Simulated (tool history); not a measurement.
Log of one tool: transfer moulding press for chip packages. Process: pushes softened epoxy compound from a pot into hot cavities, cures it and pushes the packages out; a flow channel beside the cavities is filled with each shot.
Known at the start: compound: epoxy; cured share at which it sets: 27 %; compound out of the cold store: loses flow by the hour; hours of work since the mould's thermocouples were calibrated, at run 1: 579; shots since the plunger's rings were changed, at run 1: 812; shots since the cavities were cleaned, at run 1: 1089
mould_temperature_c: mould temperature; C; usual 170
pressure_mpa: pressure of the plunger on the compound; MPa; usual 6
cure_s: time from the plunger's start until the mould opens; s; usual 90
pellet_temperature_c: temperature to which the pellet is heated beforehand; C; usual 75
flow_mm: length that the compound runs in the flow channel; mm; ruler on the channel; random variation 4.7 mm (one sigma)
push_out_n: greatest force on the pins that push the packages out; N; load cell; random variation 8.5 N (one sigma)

| run | hour | mould_temperature_c | pressure_mpa | cure_s | pellet_temperature_c | hours of work since the mould's thermocouples were calibrated | shots since the plunger's rings were changed | shots since the cavities were cleaned | incoming compound's hours out of the cold store | flow_mm | push_out_n |
|---|---|---|---|---|---|---|---|---|---|---|---|
| 1 | 0 | 170 | 6 | 90 | 75 | 579 | 812 | 1089 | 27.9 | 499 | 650 |
|  | 5 | cavities cleaned with cleaning compound and waxed |
| 2 | 31.5 | 170 | 6 | 90 | 75 | 594 | 1135 | 286 | 38.4 | 475 | 496 |
| 3 | 62.8 | 170 | 6 | 90 | 75 | 610 | 1472 | 623 | 42.4 | 438 | 568 |
| 4 | 95.1 | 170 | 6 | 90 | 75 | 626 | 1819 | 970 | 36 | 460 | 622 |
|  | 110.5 | cavities cleaned with cleaning compound and waxed |
| 5 | 120.8 | 170 | 6 | 90 | 75 | 638 | 2080 | 110 | 26.6 | 476 | 419 |
| 6 | 153.7 | 170 | 6 | 90 | 75 | 654 | 2434 | 464 | 16.2 | 506 | 547 |
| 7 | 184.6 | 170 | 6 | 90 | 75 | 670 | 2767 | 797 | 40.2 | 441 | 601 |
| 8 | 213.2 | 170 | 6 | 90 | 75 | 684 | 3074 | 1104 | 36.6 | 449 | 640 |
|  | 216.3 | cavities cleaned with cleaning compound and waxed |
| 9 | 237.8 | 170 | 6 | 90 | 75 | 696 | 3323 | 231 | 9.9 | 523 | 477 |
| 10 | 258 | 170 | 6 | 90 | 75 | 706 | 3541 | 449 | 39.1 | 426 | 532 |
|  | 282.1 | plunger's sealing rings changed |
| 11 | 292.6 | 170 | 6 | 90 | 75 | 722 | 114 | 795 | 41.6 | 451 | 586 |
| 12 | 308.8 | 165 | 6 | 90 | 75 | 730 | 288 | 969 | 45.6 | 460 | 749 |
|  | 325.6 | cavities cleaned with cleaning compound and waxed |
| 13 | 327.5 | 170 | 6 | 90 | 75 | 739 | 473 | 21 | 40.8 | 457 | 370 |
| 14 | 346.8 | 170 | 6 | 83 | 75 | 748 | 681 | 229 | 29.3 | 481 | 542 |
| 15 | 372.5 | 173 | 7.14 | 110 | 74 | 761 | 957 | 505 | 32 | 521 | 503 |
| 16 | 401.7 | 173 | 7.14 | 110 | 74 | 776 | 1271 | 819 | 18.1 | 566 | 539 |
| 17 | 426.3 | 173 | 7.14 | 110 | 74 | 788 | 1537 | 1085 | 47.6 | 472 | 562 |
|  | 431.2 | cavities cleaned with cleaning compound and waxed |
| 18 | 455.4 | 173 | 7.14 | 110 | 74 | 802 | 1833 | 260 | 36.3 | 494 | 410 |
| 19 | 489.8 | 173 | 6.15 | 110 | 74 | 819 | 2204 | 631 | 15.4 | 513 | 516 |
|  | 495.1 | mould's thermocouples calibrated |
| 20 | 508.2 | 173 | 6.15 | 110 | 74 | 7 | 2380 | 807 | 33.2 | 461 | 530 |
| 21 | 525.9 | 173 | 6.15 | 110 | 74 | 15 | 2570 | 997 | 30.4 | 463 | 547 |
|  | 540.9 | cavities cleaned with cleaning compound and waxed |
| 22 | 552.4 | 173 | 5.73 | 110 | 74 | 28 | 2839 | 123 | 30.9 | 448 | 374 |
|  | 566.9 | mould's thermocouples calibrated, once more |
| 23 | 587.8 | 170 | 5.5 | 90 | 75 | 10 | 3199 | 483 | 17.2 | 480 | 574 |
| 24 | 618.3 | 170 | 5.5 | 90 | 75 | 26 | 3528 | 812 | 19.6 | 461 | 642 |
|  | 643.6 | plunger's sealing rings changed |
| 25 | 645.4 | 170 | 5.5 | 129 | 75 | 38 | 20 | 1077 | 9.5 | 521 | 543 |
|  | 650.2 | cavities cleaned with cleaning compound and waxed |
| 26 | 672.5 | 170 | 5.5 | 129 | 75 | 51 | 295 | 240 | 15.7 | 501 | 418 |
| 27 | 696.6 | 170 | 5.5 | 129 | 75 | 63 | 554 | 499 | 16.6 | 499 | 487 |

How the hidden state differs across the entries between the runs, from the last listed run before each to the first after it:
Between runs 1 and 2: cavities cleaned with cleaning compound and waxed (hour 5)
  true mould temperature over the reading, C: 1.14 -> 1.16; pressure that reaches the compound, % of what is set: 95.95 -> 94.73; grip of the stained cavities, % over clean ones': 76 -> 32.9
  measured less the result without the state, flow_mm: -12 -> -14 mm; push_out_n: +265 -> +109 N
Between runs 4 and 5: cavities cleaned with cleaning compound and waxed (hour 110.5)
  true mould temperature over the reading, C: 1.2 -> 1.21; pressure that reaches the compound, % of what is set: 91.92 -> 90.94; grip of the stained cavities, % over clean ones': 70.7 -> 15.5
  measured less the result without the state, flow_mm: -22 -> -25 mm; push_out_n: +244 -> +41 N
Between runs 8 and 9: cavities cleaned with cleaning compound and waxed (hour 216.3)
  true mould temperature over the reading, C: 1.27 -> 1.29; pressure that reaches the compound, % of what is set: 86.97 -> 86.02; grip of the stained cavities, % over clean ones': 73.6 -> 29.3
  measured less the result without the state, flow_mm: -33 -> -44 mm; push_out_n: +255 -> +88 N
Between runs 10 and 11: plunger's sealing rings changed (hour 282.1)
  true mould temperature over the reading, C: 1.3 -> 1.33; pressure that reaches the compound, % of what is set: 85.15 -> 99.32; grip of the stained cavities, % over clean ones': 47 -> 65.5
  measured less the result without the state, flow_mm: -38 -> -3 mm; push_out_n: +152 -> +217 N
Between runs 12 and 13: cavities cleaned with cleaning compound and waxed (hour 325.6)
  true mould temperature over the reading, C: 1.34 -> 1.35; pressure that reaches the compound, % of what is set: 98.67 -> 97.94; grip of the stained cavities, % over clean ones': 71.6 -> 8.4
  measured less the result without the state, flow_mm: -5 -> -6 mm; push_out_n: +275 -> +14 N
Between runs 17 and 18: cavities cleaned with cleaning compound and waxed (hour 431.2)
  true mould temperature over the reading, C: 1.41 -> 1.43; pressure that reaches the compound, % of what is set: 93.84 -> 92.63; grip of the stained cavities, % over clean ones': 74.3 -> 30.7
  measured less the result without the state, flow_mm: -18 -> -22 mm; push_out_n: +240 -> +96 N
Between runs 19 and 20: mould's thermocouples calibrated (hour 495.1)
  true mould temperature over the reading, C: 1.45 -> 2.03; pressure that reaches the compound, % of what is set: 91.28 -> 90.57; grip of the stained cavities, % over clean ones': 56.8 -> 64.4
  measured less the result without the state, flow_mm: -27 -> -27 mm; push_out_n: +186 -> +205 N
Between runs 21 and 22: cavities cleaned with cleaning compound and waxed (hour 540.9)
  true mould temperature over the reading, C: 2.04 -> 2.05; pressure that reaches the compound, % of what is set: 89.82 -> 88.87; grip of the stained cavities, % over clean ones': 70.9 -> 14.6
  measured less the result without the state, flow_mm: -28 -> -30 mm; push_out_n: +227 -> +45 N
Between runs 22 and 23: mould's thermocouples calibrated, once more (hour 566.9)
  true mould temperature over the reading, C: 2.05 -> 0.18; pressure that reaches the compound, % of what is set: 88.87 -> 87.45; grip of the stained cavities, % over clean ones': 14.6 -> 46.6
  measured less the result without the state, flow_mm: -30 -> -33 mm; push_out_n: +45 -> +179 N
Between runs 24 and 25: plunger's sealing rings changed (hour 643.6)
  true mould temperature over the reading, C: 0.2 -> 0.21; pressure that reaches the compound, % of what is set: 86.26 -> 99.47; grip of the stained cavities, % over clean ones': 63.3 -> 72.4
  measured less the result without the state, flow_mm: -36 -> -2 mm; push_out_n: +245 -> +229 N
Between runs 25 and 26: cavities cleaned with cleaning compound and waxed (hour 650.2)
  true mould temperature over the reading, C: 0.21 -> 0.23; pressure that reaches the compound, % of what is set: 99.47 -> 98.5; grip of the stained cavities, % over clean ones': 72.4 -> 28.8
  measured less the result without the state, flow_mm: -2 -> -4 mm; push_out_n: +229 -> +94 N

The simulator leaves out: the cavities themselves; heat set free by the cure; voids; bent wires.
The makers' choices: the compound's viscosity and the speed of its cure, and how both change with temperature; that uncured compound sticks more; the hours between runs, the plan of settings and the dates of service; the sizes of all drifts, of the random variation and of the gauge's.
